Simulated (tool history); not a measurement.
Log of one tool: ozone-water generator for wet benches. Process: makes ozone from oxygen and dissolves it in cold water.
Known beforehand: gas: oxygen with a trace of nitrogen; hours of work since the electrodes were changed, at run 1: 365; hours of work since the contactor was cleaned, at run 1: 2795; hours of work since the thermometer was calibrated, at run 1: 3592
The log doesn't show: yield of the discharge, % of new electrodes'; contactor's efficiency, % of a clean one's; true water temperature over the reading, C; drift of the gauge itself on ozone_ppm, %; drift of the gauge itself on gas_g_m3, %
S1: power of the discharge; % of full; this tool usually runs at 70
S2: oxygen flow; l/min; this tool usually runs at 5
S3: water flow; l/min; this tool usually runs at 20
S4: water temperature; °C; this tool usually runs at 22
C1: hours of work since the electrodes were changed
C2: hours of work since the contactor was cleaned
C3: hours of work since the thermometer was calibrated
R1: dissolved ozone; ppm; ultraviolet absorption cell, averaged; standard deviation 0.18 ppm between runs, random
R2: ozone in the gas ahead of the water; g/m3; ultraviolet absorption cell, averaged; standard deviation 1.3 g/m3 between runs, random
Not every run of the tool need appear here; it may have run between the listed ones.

run 1 hour=0 | S1=70 S2=5 S3=20 S4=22 | C1=365 C2=2795 C3=3592 | R1=24.1 R2=229.7
run 2 hour=29.9 | S1=70 S2=5 S3=20 S4=22 | C1=391 C2=2822 C3=3618 | R1=24.7 R2=229.1
run 3 hour=63.8 | S1=70 S2=4.82 S3=20 S4=22 | C1=422 C2=2852 C3=3649 | R1=24.4 R2=235.6
run 4 hour=84.1 | S1=70 S2=4.82 S3=20 S4=22 | C1=440 C2=2871 C3=3667 | R1=24.1 R2=233.4
run 5 hour=101.2 | S1=70 S2=4.82 S3=20 S4=18 | C1=455 C2=2886 C3=3682 | R1=25.6 R2=233.3
run 6 hour=134.4 | S1=70 S2=4.82 S3=20 S4=18 | C1=485 C2=2916 C3=3712 | R1=25.7 R2=232.5
run 7 hour=169.1 | S1=70 S2=4.82 S3=20 S4=18 | C1=516 C2=2947 C3=3743 | R1=25.8 R2=233.4
run 8 hour=202.3 | S1=70 S2=5 S3=26 S4=22 | C1=546 C2=2976 C3=3773 | R1=20.4 R2=228.4
run 9 hour=223 | S1=70 S2=5 S3=26 S4=22 | C1=564 C2=2995 C3=3791 | R1=20.3 R2=228.6
run 10 hour=248.2 | S1=70 S2=5 S3=26 S4=22 | C1=587 C2=3017 C3=3814 | R1=20.4 R2=228.5
run 11 hour=270.4 | S1=70 S2=5 S3=26 S4=22 | C1=606 C2=3037 C3=3834 | R1=20.2 R2=227.8
run 12 hour=300.3 | S1=70 S2=5 S3=26 S4=22 | C1=633 C2=3064 C3=3860 | R1=20.3 R2=229.5
run 13 hour=324.4 | S1=70 S2=5 S3=26 S4=22 | C1=655 C2=3086 C3=3882 | R1=20.2 R2=228.5
run 14 hour=339 | S1=70 S2=5 S3=20 S4=28 | C1=668 C2=3099 C3=3895 | R1=21.9 R2=227.8
run 15 hour=353.6 | S1=70 S2=5 S3=20 S4=28 | C1=681 C2=3112 C3=3908 | R1=21.9 R2=229.1
run 16 hour=386 | S1=70 S2=5 S3=20 S4=28 | C1=710 C2=3141 C3=3937 | R1=21.9 R2=228.4
run 17 hour=420.4 | S1=70 S2=5.89 S3=17 S4=21 | C1=741 C2=3171 C3=3968 | R1=26.9 R2=209.1
run 18 hour=449 | S1=52 S2=3.1 S3=17 S4=21 | C1=766 C2=3197 C3=3993 | R1=21.4 R2=230.8
run 19 hour=481.2 | S1=70 S2=5 S3=28 S4=24 | C1=795 C2=3226 C3=4022 | R1=18.9 R2=230
run 20 hour=505.4 | S1=42 S2=5 S3=23 S4=24 | C1=817 C2=3247 C3=4044 | R1=13.6 R2=145.9
run 21 hour=534.2 | S1=42 S2=5 S3=30 S4=15 | C1=843 C2=3273 C3=4070 | R1=12.3 R2=147.3
run 22 hour=567.5 | S1=42 S2=5 S3=30 S4=15 | C1=872 C2=3303 C3=4099 | R1=12.5 R2=145.9
run 23 hour=582.2 | S1=42 S2=5 S3=30 S4=15 | C1=886 C2=3316 C3=4113 | R1=12.4 R2=144.7
run 24 hour=608.5 | S1=42 S2=3.92 S3=23 S4=15 | C1=909 C2=3340 C3=4136 | R1=14.9 R2=167.2
run 25 hour=633.6 | S1=52 S2=2.83 S3=15 S4=17 | C1=931 C2=3362 C3=4159 | R1=24.1 R2=242.2
run 26 hour=650.3 | S1=70 S2=3.7 S3=24 S4=22 | C1=946 C2=3377 C3=4173 | R1=21.1 R2=271.4
run 27 hour=673.7 | S1=70 S2=3.7 S3=24 S4=22 | C1=967 C2=3398 C3=4194 | R1=20.9 R2=270
run 28 hour=707.1 | S1=75 S2=2.87 S3=14 S4=22 | C1=997 C2=3428 C3=4224 | R1=32.9 R2=331.3
run 29 hour=722.7 | S1=45 S2=2.87 S3=14 S4=28 | C1=1011 C2=3442 C3=4238 | R1=19 R2=210.9
run 30 hour=741.5 | S1=45 S2=2.87 S3=14 S4=28 | C1=1028 C2=3459 C3=4255 | R1=19.1 R2=212.2
run 31 hour=771.7 | S1=67 S2=3.91 S3=21 S4=17 | C1=1055 C2=3486 C3=4282 | R1=23.7 R2=248.8
run 32 hour=799.9 | S1=93 S2=4.53 S3=30 S4=14 | C1=1080 C2=3511 C3=4307 | R1=24.5 R2=306.9

Branching from run 32: 3 alternative next runs. What would each branch give?
run A hour=824.5 | S1=93 S2=4.53 S3=30 S4=20 | C1=1102 C2=3533 C3=4329 | R1=? R2=?
run B hour=824.5 | S1=87 S2=5 S3=20 S4=22 | C1=1102 C2=3533 C3=4329 | R1=? R2=?
run C hour=824.5 | S1=55 S2=4.53 S3=30 S4=14 | C1=1102 C2=3533 C3=4329 | R1=? R2=?

run=A R1=23.4 R2=305.9
run=B R1=28.9 R2=275.8
run=C R1=15.8 R2=194.7
Without the tool's hidden state the same runs would have given:
run=A R1=24.8 R2=313.3
run=B R1=30.6 R2=282.2
run=C R1=16.6 R2=197.7
